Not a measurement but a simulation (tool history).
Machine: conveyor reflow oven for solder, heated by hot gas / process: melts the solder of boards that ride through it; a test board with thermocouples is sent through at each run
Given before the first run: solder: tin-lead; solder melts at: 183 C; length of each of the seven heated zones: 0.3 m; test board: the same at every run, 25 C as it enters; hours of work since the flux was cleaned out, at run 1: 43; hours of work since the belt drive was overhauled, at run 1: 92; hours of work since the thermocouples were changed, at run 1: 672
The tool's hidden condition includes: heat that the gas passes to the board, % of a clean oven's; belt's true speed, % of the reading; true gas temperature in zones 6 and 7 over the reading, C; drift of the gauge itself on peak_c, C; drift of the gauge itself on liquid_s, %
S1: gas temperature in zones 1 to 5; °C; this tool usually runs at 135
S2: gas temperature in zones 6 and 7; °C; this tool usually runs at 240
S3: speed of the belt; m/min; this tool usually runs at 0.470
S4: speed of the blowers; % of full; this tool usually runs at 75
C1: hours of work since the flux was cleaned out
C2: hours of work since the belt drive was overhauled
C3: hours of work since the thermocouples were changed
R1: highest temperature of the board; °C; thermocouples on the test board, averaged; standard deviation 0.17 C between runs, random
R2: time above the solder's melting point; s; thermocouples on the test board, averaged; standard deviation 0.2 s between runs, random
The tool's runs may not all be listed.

run	hour	S1	S2	S3	S4	C1	C2	C3	R1	R2
1	0.0	135	240	0.470	75	43	92	672	221.0	58.5
2	10.6	135	240	0.470	75	49	98	678	221.0	58.5
3	20.3	135	240	0.470	75	55	105	684	220.8	58.5
4	28.3	135	240	0.470	75	60	109	689	220.7	58.6
5	38.0	135	240	0.470	75	66	115	695	220.9	58.3
6	47.0	135	237	0.470	75	72	121	701	218.1	56.1
7	57.5	135	253	0.470	75	78	127	707	231.4	65.3
8	62.9	135	253	0.470	75	82	131	711	231.4	65.3
9	73.0	135	240	0.470	75	88	137	717	220.6	58.1
10	78.6	135	240	0.470	75	91	140	720	220.4	58.4
11	85.7	135	240	0.470	75	96	145	725	220.8	58.0
12	96.4	135	240	0.470	75	102	151	731	220.6	58.1
13	107.3	135	240	0.470	75	109	158	738	220.4	58.3
14	116.8	135	240	0.470	75	115	164	744	220.5	58.4
15	124.4	135	240	0.470	68	119	169	748	217.6	55.6
16	130.6	135	240	0.470	75	123	172	752	220.2	57.9
17	136.4	135	234	0.520	75	127	176	756	211.5	45.1
18	145.2	135	234	0.520	75	132	181	761	211.3	45.3
19	149.8	135	234	0.520	75	135	184	764	211.4	45.1
20	159.0	135	234	0.520	75	141	190	770	211.4	44.8
21	169.3	123	243	0.470	75	147	196	776	220.2	53.9
22	180.0	123	236	0.470	55	154	203	783	204.8	38.2
# hour 187.0: flux residue cleaned out of gas plates and filters
23	192.9	123	236	0.470	55	4	208	787	206.6	40.2
24	200.6	123	236	0.396	55	8	212	792	214.5	58.3
25	210.3	147	254	0.527	60	14	218	798	224.3	57.8
26	220.4	135	240	0.482	75	21	225	804	220.7	56.8
27	225.2	135	240	0.482	75	23	228	807	220.8	57.1
28	232.9	135	240	0.482	75	28	232	812	220.8	57.0
29	238.1	148	251	0.448	78	31	236	815	236.5	76.4
30	243.6	148	251	0.448	78	35	239	819	236.0	76.0
31	248.9	123	236	0.470	75	38	242	822	216.0	51.2

How would selected steps in R1 from run to run divide? Give the signed amount a tool lacking its hidden state would still show from settings, what came in and random variation, and the signed amount left for the hidden state, including any gauge scatter that is not in both of the compared results.
Run 3 -> 4: nothing adjusted, nothing logged. R1 -0.1 °C: hidden state -0.2, all else +0.1.
Run 6 -> 7: S2 237 -> 253. R1 +13.3 °C: hidden state -0.2, all else +13.5.
Run 21 -> 22: S2 243 -> 236, S4 75 -> 55. R1 -15.4 °C: hidden state +0.2, all else -15.6.
Run 22 -> 23: flux residue cleaned out of gas plates and filters. R1 +1.8 °C: hidden state +1.7, all else +0.1.
Run 28 -> 29: S1 135 -> 148, S2 240 -> 251, S3 0.482 -> 0.448, S4 75 -> 78. R1 +15.7 °C: hidden state +0.1, all else +15.6.
Run 30 -> 31: S1 148 -> 123, S2 251 -> 236, S3 0.448 -> 0.470, S4 78 -> 75. R1 -20.0 °C: hidden state -0.1, all else -19.9.
